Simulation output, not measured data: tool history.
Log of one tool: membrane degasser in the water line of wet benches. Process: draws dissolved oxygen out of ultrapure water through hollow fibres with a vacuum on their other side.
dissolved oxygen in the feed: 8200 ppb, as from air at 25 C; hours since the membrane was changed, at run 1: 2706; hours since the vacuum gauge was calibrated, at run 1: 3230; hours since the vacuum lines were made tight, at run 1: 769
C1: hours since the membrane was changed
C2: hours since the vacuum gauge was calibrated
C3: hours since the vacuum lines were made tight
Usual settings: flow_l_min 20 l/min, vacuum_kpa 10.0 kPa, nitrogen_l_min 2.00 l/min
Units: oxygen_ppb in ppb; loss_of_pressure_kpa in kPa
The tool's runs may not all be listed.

run 1 hour=0.0 | flow_l_min=20 vacuum_kpa=10.0 nitrogen_l_min=2.00 | C1=2706 C2=3230 C3=769 | oxygen_ppb=240.4 loss_of_pressure_kpa=28.38
run 2 hour=41.0 | flow_l_min=12 vacuum_kpa=10.0 nitrogen_l_min=2.00 | C1=2747 C2=3271 C3=810 | oxygen_ppb=110.0 loss_of_pressure_kpa=17.08
run 3 hour=76.5 | flow_l_min=20 vacuum_kpa=10.0 nitrogen_l_min=2.00 | C1=2783 C2=3307 C3=845 | oxygen_ppb=238.6 loss_of_pressure_kpa=28.37
run 4 hour=151.2 | flow_l_min=20 vacuum_kpa=10.0 nitrogen_l_min=2.00 | C1=2858 C2=3382 C3=920 | oxygen_ppb=240.9 loss_of_pressure_kpa=28.38
run 5 hour=228.5 | flow_l_min=20 vacuum_kpa=10.0 nitrogen_l_min=2.00 | C1=2935 C2=3459 C3=997 | oxygen_ppb=241.1 loss_of_pressure_kpa=28.36
run 6 hour=302.6 | flow_l_min=20 vacuum_kpa=10.0 nitrogen_l_min=1.89 | C1=3009 C2=3533 C3=1071 | oxygen_ppb=247.3 loss_of_pressure_kpa=28.33
run 7 hour=363.6 | flow_l_min=20 vacuum_kpa=10.0 nitrogen_l_min=1.89 | C1=3070 C2=3594 C3=1132 | oxygen_ppb=249.6 loss_of_pressure_kpa=28.49
run 8 hour=418.1 | flow_l_min=20 vacuum_kpa=10.0 nitrogen_l_min=2.00 | C1=3125 C2=3648 C3=1187 | oxygen_ppb=239.1 loss_of_pressure_kpa=28.55
run 9 hour=463.2 | flow_l_min=20 vacuum_kpa=10.0 nitrogen_l_min=2.00 | C1=3170 C2=3694 C3=1232 | oxygen_ppb=239.7 loss_of_pressure_kpa=28.44
run 10 hour=530.0 | flow_l_min=20 vacuum_kpa=10.7 nitrogen_l_min=2.00 | C1=3236 C2=3760 C3=1299 | oxygen_ppb=253.5 loss_of_pressure_kpa=28.31
run 11 hour=580.4 | flow_l_min=25 vacuum_kpa=14.2 nitrogen_l_min=2.00 | C1=3287 C2=3811 C3=1349 | oxygen_ppb=467.2 loss_of_pressure_kpa=35.53
run 12 hour=647.5 | flow_l_min=21 vacuum_kpa=8.3 nitrogen_l_min=2.00 | C1=3354 C2=3878 C3=1416 | oxygen_ppb=223.0 loss_of_pressure_kpa=29.97
run 13 hour=717.6 | flow_l_min=30 vacuum_kpa=15.8 nitrogen_l_min=2.53 | C1=3424 C2=3948 C3=1486 | oxygen_ppb=585.9 loss_of_pressure_kpa=42.62
run 14 hour=766.4 | flow_l_min=12 vacuum_kpa=7.8 nitrogen_l_min=2.00 | C1=3473 C2=3997 C3=1535 | oxygen_ppb=81.0 loss_of_pressure_kpa=17.11
run 15 hour=828.5 | flow_l_min=24 vacuum_kpa=22.9 nitrogen_l_min=2.00 | C1=3535 C2=4059 C3=1597 | oxygen_ppb=653.7 loss_of_pressure_kpa=34.22

Forecast run 16:
run 16 hour=900.9 | flow_l_min=17 vacuum_kpa=10.0 nitrogen_l_min=2.00 | C1=3607 C2=4131 C3=1670 | oxygen_ppb=? loss_of_pressure_kpa=?

{"run 16": {"oxygen_ppb": 185.6, "loss_of_pressure_kpa": 24.21}}
Without the tool's hidden state the same run would have given oxygen_ppb 177.2 ppb, loss_of_pressure_kpa 23.86 kPa.

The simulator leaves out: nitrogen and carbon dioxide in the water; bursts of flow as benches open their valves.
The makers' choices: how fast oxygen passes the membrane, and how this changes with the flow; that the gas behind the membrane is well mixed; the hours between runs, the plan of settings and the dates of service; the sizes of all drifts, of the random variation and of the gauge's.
